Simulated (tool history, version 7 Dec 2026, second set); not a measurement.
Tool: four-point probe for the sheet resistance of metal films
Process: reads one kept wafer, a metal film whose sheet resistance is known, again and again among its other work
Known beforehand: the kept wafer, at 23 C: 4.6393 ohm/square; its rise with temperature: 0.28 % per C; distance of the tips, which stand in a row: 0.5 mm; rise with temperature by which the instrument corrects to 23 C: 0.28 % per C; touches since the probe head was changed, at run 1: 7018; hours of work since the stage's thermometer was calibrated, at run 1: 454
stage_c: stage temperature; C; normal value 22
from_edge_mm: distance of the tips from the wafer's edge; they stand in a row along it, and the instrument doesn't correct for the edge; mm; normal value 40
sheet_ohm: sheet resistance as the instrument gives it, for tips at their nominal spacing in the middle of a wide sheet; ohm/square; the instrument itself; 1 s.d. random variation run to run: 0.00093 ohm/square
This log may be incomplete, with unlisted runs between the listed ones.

run,hour,stage_c,from_edge_mm,touches since the probe head was changed,hours of work since the stage's thermometer was calibrated,sheet_ohm
1,0.0,22,40,7018,454,4.640909
2,114.7,26,40,8245,504,4.639712
3,219.5,22,40,9367,549,4.639815
4,301.5,22,40,10245,584,4.640117
5,438.9,22,40,11716,643,4.639294
6,586.9,22,40,13301,707,4.641381
7,688.7,19,40,14390,751,4.641143
8,826.0,19,40,15860,810,4.640281
9,888.0,24,40,16523,837,4.640122
10,959.3,27,7,17287,867,4.651554
11,1023.7,27,7,17976,895,4.650830
12,1139.7,31,23,19218,945,4.639194

For run 13, what comes out?
13,1208.5,31,11,19954,975,?

{"run 13": {"sheet_ohm": 4.643368}}
The same run, on a tool lacking any hidden state, would have yielded sheet_ohm 4.643039 ohm/square.
